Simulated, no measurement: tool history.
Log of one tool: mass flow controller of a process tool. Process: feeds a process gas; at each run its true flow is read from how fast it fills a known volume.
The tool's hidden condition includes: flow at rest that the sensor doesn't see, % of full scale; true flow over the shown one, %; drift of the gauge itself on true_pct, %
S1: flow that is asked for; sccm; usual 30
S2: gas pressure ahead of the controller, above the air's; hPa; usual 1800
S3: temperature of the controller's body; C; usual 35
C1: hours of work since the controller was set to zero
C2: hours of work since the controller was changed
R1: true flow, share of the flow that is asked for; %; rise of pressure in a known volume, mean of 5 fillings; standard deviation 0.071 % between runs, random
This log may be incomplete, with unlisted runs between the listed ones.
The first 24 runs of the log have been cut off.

| run | hour | S1 | S2 | S3 | C1 | C2 | R1 |
|---|---|---|---|---|---|---|---|
| 25 | 6223.8 | 30 | 1410 | 37 | 4419 | 4419 | 100.56 |
| 26 | 6521.4 | 10 | 1410 | 37 | 4574 | 4574 | 100.12 |
| 27 | 6837.9 | 18 | 2620 | 32 | 4738 | 4738 | 99.34 |
| 28 | 7053.1 | 30 | 1800 | 36 | 4850 | 4850 | 100.31 |
| 29 | 7263.9 | 30 | 1530 | 33 | 4959 | 4959 | 100.23 |
| 30 | 7588.8 | 30 | 1530 | 33 | 5128 | 5128 | 100.25 |
| 31 | 7876.1 | 11 | 1920 | 34 | 5277 | 5277 | 99.73 |
| 32 | 8128.6 | 30 | 1570 | 33 | 5408 | 5408 | 100.27 |
| 33 | 8339.7 | 23 | 1410 | 33 | 5518 | 5518 | 100.23 |
| 34 | 8649.7 | 30 | 2170 | 27 | 5679 | 5679 | 99.50 |
| 35 | 8855.9 | 18 | 1640 | 28 | 5786 | 5786 | 99.65 |
| 36 | 9033.3 | 24 | 1800 | 39 | 5878 | 5878 | 100.36 |
| 37 | 9293.0 | 8 | 2310 | 37 | 6013 | 6013 | 99.70 |
| 38 | 9453.2 | 15 | 1740 | 22 | 6096 | 6096 | 99.16 |
| 39 | 9752.9 | 15 | 1700 | 22 | 6252 | 6252 | 99.12 |
| 40 | 9954.8 | 30 | 1580 | 25 | 6356 | 6356 | 99.84 |
|  | 10022.5 | controller's zero set anew |
| 41 | 10275.8 | 5 | 1850 | 23 | 132 | 6523 | 99.05 |
| 42 | 10432.5 | 10 | 1760 | 27 | 213 | 6604 | 99.40 |
| 43 | 10687.7 | 10 | 1760 | 27 | 345 | 6737 | 99.55 |

3 options for the next run, each taken on its own from the tool as it stands now. Forecast them:
| A | 10988.8 | 8 | 1690 | 36 | 502 | 6893 | ? |
| B | 10988.8 | 30 | 1800 | 31 | 502 | 6893 | ? |
| C | 10988.8 | 7 | 1800 | 32 | 502 | 6893 | ? |

| run | R1 |
|---|---|
| A | 99.93 |
| B | 100.12 |
| C | 99.66 |
Without the tool's hidden state the same runs would have given:
| run | R1 |
|---|---|
| A | 99.94 |
| B | 100.13 |
| C | 99.67 |
